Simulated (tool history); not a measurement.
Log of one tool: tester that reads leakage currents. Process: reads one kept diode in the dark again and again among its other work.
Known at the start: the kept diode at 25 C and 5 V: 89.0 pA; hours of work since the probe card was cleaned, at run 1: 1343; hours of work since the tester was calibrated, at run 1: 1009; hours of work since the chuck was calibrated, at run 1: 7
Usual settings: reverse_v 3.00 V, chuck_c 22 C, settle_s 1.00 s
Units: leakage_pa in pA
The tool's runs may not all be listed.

| run | hour | reverse_v | chuck_c | settle_s | hours of work since the probe card was cleaned | hours of work since the tester was calibrated | hours of work since the chuck was calibrated | leakage_pa |
|---|---|---|---|---|---|---|---|---|
| 1 | 0.0 | 3.00 | 22 | 1.00 | 1343 | 1009 | 7 | 55.36 |
| 2 | 81.0 | 3.00 | 22 | 1.00 | 1387 | 1053 | 52 | 55.64 |
| 3 | 176.9 | 3.00 | 32 | 1.00 | 1439 | 1105 | 104 | 127.08 |
| 4 | 272.7 | 3.31 | 22 | 1.00 | 1491 | 1157 | 156 | 60.31 |
|  | 381.6 | probe card cleaned and baked |
| 5 | 382.7 | 3.31 | 22 | 1.00 | 1 | 1216 | 214 | 64.14 |
| 6 | 485.2 | 3.31 | 22 | 1.00 | 56 | 1271 | 270 | 65.14 |
| 7 | 581.2 | 3.31 | 22 | 1.00 | 109 | 1324 | 322 | 65.08 |
| 8 | 690.1 | 1.17 | 46 | 0.62 | 168 | 1383 | 381 | 225.83 |
| 9 | 746.9 | 2.97 | 25 | 1.00 | 199 | 1414 | 412 | 77.79 |
|  | 782.2 | probe card cleaned and baked, once more |
| 10 | 845.3 | 2.97 | 25 | 1.00 | 34 | 1466 | 464 | 69.21 |

Hidden state or all else? Some run-to-run changes of leakage_pa, split into what the settings, what came in and random variation would give without the hidden state, and what is left for the hidden state (with any gauge scatter that isn't in both results):
The hidden state here: stray current of the dirty probe card, pA a volt; current scale over the true one, %; true chuck temperature over the reading, C; drift of the gauge itself on leakage_pa, %.
Run 7 -> 8: reverse_v 3.31 -> 1.17, chuck_c 22 -> 46, settle_s 1.00 -> 0.62. leakage_pa +160.75 pA: hidden state -1.00, all else +161.75.
Run 9 -> 10: probe card cleaned and baked, once more. leakage_pa -8.58 pA: hidden state -8.35, all else -0.23.

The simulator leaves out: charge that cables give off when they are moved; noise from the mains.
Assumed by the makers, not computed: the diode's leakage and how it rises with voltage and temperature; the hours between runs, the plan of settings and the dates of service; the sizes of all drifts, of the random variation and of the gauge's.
